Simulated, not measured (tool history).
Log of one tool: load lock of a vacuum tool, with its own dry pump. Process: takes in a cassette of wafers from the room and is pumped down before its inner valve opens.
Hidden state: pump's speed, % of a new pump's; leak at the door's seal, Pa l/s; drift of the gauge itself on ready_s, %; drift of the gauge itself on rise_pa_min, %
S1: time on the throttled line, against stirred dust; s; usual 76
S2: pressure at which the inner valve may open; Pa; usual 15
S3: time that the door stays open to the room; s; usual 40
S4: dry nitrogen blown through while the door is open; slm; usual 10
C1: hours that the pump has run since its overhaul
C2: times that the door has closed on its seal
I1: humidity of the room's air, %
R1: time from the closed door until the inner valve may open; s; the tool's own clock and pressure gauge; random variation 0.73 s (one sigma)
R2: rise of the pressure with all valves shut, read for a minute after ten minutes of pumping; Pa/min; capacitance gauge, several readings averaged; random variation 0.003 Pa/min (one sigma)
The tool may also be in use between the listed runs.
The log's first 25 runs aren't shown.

{"run": 26, "hour": 5359.1, "S1": 76, "S2": 15, "S3": 112, "S4": 10, "C1": 21303, "C2": 19721, "I1": 46.3, "R1": 132.2, "R2": 0.164}
{"run": 27, "hour": 5659.4, "S1": 84, "S2": 15, "S3": 227, "S4": 10, "C1": 21604, "C2": 20078, "I1": 44.3, "R1": 139.2, "R2": 0.213}
{"run": 28, "hour": 5824.6, "S1": 88, "S2": 11, "S3": 113, "S4": 8, "C1": 21769, "C2": 20274, "I1": 44.4, "R1": 143.1, "R2": 0.175}
{"run": 29, "hour": 6040.7, "S1": 88, "S2": 11, "S3": 113, "S4": 8, "C1": 21985, "C2": 20531, "I1": 47.4, "R1": 143.3, "R2": 0.177}
{"run": 30, "hour": 6327.9, "S1": 88, "S2": 11, "S3": 113, "S4": 8, "C1": 22272, "C2": 20873, "I1": 42.4, "R1": 144.3, "R2": 0.169}
{"run": 31, "hour": 6645.4, "S1": 88, "S2": 11, "S3": 113, "S4": 23, "C1": 22589, "C2": 21250, "I1": 42.9, "R1": 145.4, "R2": 0.15}
{"hour": 6906.7, "done": "dry pump taken out, an overhauled one fitted"}
{"run": 32, "hour": 6927.8, "S1": 123, "S2": 16, "S3": 88, "S4": 13, "C1": 21, "C2": 21579, "I1": 45.1, "R1": 157.4, "R2": 0.156}
{"run": 33, "hour": 7058.2, "S1": 45, "S2": 15, "S3": 168, "S4": 10, "C1": 151, "C2": 21734, "I1": 46.4, "R1": 96.1, "R2": 0.207}
{"run": 34, "hour": 7351.9, "S1": 45, "S2": 15, "S3": 114, "S4": 10, "C1": 445, "C2": 22083, "I1": 43.6, "R1": 96.1, "R2": 0.178}
{"run": 35, "hour": 7560.2, "S1": 76, "S2": 20, "S3": 40, "S4": 27, "C1": 653, "C2": 22331, "I1": 44.7, "R1": 118.3, "R2": 0.128}
{"run": 36, "hour": 7831.3, "S1": 44, "S2": 16, "S3": 40, "S4": 10, "C1": 925, "C2": 22653, "I1": 45.1, "R1": 96.1, "R2": 0.145}

Forecast each of these 3 alternatives for the next run:
{"run": "A", "hour": 8014.2, "S1": 76, "S2": 15, "S3": 27, "S4": 10, "C1": 1107, "C2": 22870, "I1": 44.7, "R1": "?", "R2": "?"}
{"run": "B", "hour": 8014.2, "S1": 44, "S2": 16, "S3": 40, "S4": 5, "C1": 1107, "C2": 22870, "I1": 44.8, "R1": "?", "R2": "?"}
{"run": "C", "hour": 8014.2, "S1": 44, "S2": 16, "S3": 35, "S4": 10, "C1": 1107, "C2": 22870, "I1": 41.6, "R1": "?", "R2": "?"}

run=A R1=121.8 R2=0.129
run=B R1=93.5 R2=0.145
run=C R1=95.3 R2=0.133
Without the tool's hidden state the same runs would have given:
run=A R1=121.8 R2=0.025
run=B R1=93.7 R2=0.04
run=C R1=95.5 R2=0.03

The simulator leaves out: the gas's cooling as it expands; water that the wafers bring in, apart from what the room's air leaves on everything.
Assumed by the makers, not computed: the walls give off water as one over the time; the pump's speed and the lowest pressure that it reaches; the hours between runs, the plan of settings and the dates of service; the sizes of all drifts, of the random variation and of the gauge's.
